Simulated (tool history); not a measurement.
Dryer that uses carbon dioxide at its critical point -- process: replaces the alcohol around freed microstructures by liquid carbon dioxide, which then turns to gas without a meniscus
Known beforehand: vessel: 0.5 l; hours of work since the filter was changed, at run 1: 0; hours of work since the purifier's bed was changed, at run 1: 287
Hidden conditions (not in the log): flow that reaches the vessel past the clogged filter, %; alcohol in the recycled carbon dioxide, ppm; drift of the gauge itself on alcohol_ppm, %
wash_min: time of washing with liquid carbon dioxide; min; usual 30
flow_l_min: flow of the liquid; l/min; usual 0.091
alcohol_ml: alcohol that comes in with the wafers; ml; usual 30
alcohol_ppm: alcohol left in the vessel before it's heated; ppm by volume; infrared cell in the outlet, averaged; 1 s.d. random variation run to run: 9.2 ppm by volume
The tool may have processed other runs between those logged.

| run | day | wash_min | flow_l_min | alcohol_ml | hours of work since the filter was changed | hours of work since the purifier's bed was changed | alcohol_ppm |
|---|---|---|---|---|---|---|---|
| 1 | 0 | 30 | 0.091 | 30 | 0 | 287 | 577 |
| 2 | 1.104 | 30 | 0.0647 | 30 | 13 | 300 | 2352 |
| 3 | 3.217 | 30 | 0.0647 | 30 | 38 | 325 | 2388 |
| 4 | 4.425 | 30 | 0.0647 | 30 | 53 | 339 | 2444 |
| 5 | 5.988 | 30 | 0.0647 | 30 | 71 | 358 | 2502 |
| 6 | 7.367 | 30 | 0.0647 | 30 | 88 | 374 | 2526 |
| 7 | 8.358 | 30 | 0.0647 | 30 | 100 | 386 | 2518 |
| 8 | 10.217 | 30 | 0.0647 | 30 | 122 | 408 | 2577 |
| 9 | 11.233 | 30 | 0.091 | 38 | 134 | 420 | 850 |
| 10 | 12.154 | 30 | 0.091 | 38 | 145 | 431 | 872 |
| 11 | 13.367 | 30 | 0.091 | 38 | 159 | 446 | 938 |
| 12 | 15.25 | 30 | 0.091 | 38 | 182 | 468 | 937 |
| 13 | 16.95 | 30 | 0.091 | 38 | 202 | 488 | 943 |
| 14 | 18.55 | 30 | 0.0751 | 30 | 221 | 507 | 1665 |
| 15 | 20.333 | 30 | 0.0751 | 30 | 242 | 529 | 1738 |
| 16 | 22.183 | 30 | 0.0751 | 30 | 264 | 551 | 1728 |
| 17 | 24.221 | 30 | 0.091 | 30 | 288 | 575 | 857 |
| 18 | 25.467 | 30 | 0.091 | 30 | 303 | 590 | 915 |
| 19 | 27.346 | 30 | 0.0981 | 30 | 326 | 612 | 666 |
| 20 | 28.267 | 30 | 0.1195 | 30 | 337 | 623 | 333 |
|  | 29.529 | inlet filter changed |
| 21 | 29.904 | 30 | 0.091 | 30 | 4 | 642 | 653 |
| 22 | 30.854 | 30 | 0.091 | 58 | 16 | 653 | 1153 |
| 23 | 32.258 | 47 | 0.091 | 30 | 32 | 670 | 185 |
| 24 | 33.646 | 47 | 0.091 | 30 | 49 | 687 | 190 |
| 25 | 34.775 | 47 | 0.091 | 30 | 62 | 700 | 188 |
| 26 | 36.258 | 35 | 0.0665 | 30 | 80 | 718 | 1388 |
| 27 | 38.333 | 30 | 0.0626 | 58 | 105 | 742 | 5314 |
| 28 | 39.525 | 30 | 0.0626 | 58 | 119 | 757 | 5364 |
| 29 | 41.462 | 30 | 0.0626 | 58 | 142 | 780 | 5443 |
| 30 | 43.171 | 30 | 0.0626 | 58 | 162 | 800 | 5677 |
| 31 | 44.229 | 22 | 0.1494 | 53 | 175 | 813 | 546 |
| 32 | 45.1 | 37 | 0.0586 | 32 | 185 | 823 | 2228 |
|  | 46.179 | purifier's bed changed |
| 33 | 46.271 | 37 | 0.0586 | 32 | 198 | 1 | 1957 |
| 34 | 47.325 | 23 | 0.091 | 66 | 210 | 14 | 4096 |
| 35 | 49.446 | 23 | 0.091 | 66 | 236 | 39 | 4296 |
| 36 | 51.012 | 20 | 0.1228 | 39 | 254 | 58 | 1324 |
| 37 | 52.4 | 30 | 0.0739 | 48 | 271 | 74 | 2800 |
| 38 | 54.521 | 47 | 0.1073 | 115 | 296 | 99 | 90 |
| 39 | 55.758 | 30 | 0.0718 | 30 | 311 | 114 | 2038 |
| 40 | 57.004 | 20 | 0.0642 | 26 | 326 | 129 | 6870 |
| 41 | 58.483 | 48 | 0.0628 | 57 | 343 | 147 | 1092 |
|  | 59.333 | inlet filter changed |
| 42 | 60.529 | 19 | 0.091 | 30 | 14 | 170 | 3092 |
| 43 | 62.062 | 33 | 0.0631 | 27 | 32 | 189 | 1686 |
| 44 | 63.296 | 20 | 0.1209 | 30 | 47 | 203 | 906 |
| 45 | 64.729 | 24 | 0.0921 | 74 | 64 | 220 | 3340 |
| 46 | 65.788 | 21 | 0.0849 | 60 | 77 | 233 | 5724 |
| 47 | 67.733 | 21 | 0.0849 | 60 | 100 | 256 | 6091 |

Run by run, hidden condition taken away, random variation retained:
| run | alcohol_ppm |
|---|---|
| 1 | 500 |
| 2 | 2212 |
| 3 | 2196 |
| 4 | 2222 |
| 5 | 2237 |
| 6 | 2223 |
| 7 | 2193 |
| 8 | 2203 |
| 9 | 629 |
| 10 | 637 |
| 11 | 674 |
| 12 | 650 |
| 13 | 639 |
| 14 | 1222 |
| 15 | 1248 |
| 16 | 1211 |
| 17 | 503 |
| 18 | 529 |
| 19 | 334 |
| 20 | 112 |
| 21 | 513 |
| 22 | 993 |
| 23 | 37 |
| 24 | 42 |
| 25 | 37 |
| 26 | 1138 |
| 27 | 4716 |
| 28 | 4703 |
| 29 | 4680 |
| 30 | 4802 |
| 31 | 282 |
| 32 | 1711 |
| 33 | 1619 |
| 34 | 3341 |
| 35 | 3421 |
| 36 | 978 |
| 37 | 2129 |
| 38 | 38 |
| 39 | 1500 |
| 40 | 5691 |
| 41 | 675 |
| 42 | 2995 |
| 43 | 1583 |
| 44 | 807 |
| 45 | 3052 |
| 46 | 5292 |
| 47 | 5528 |
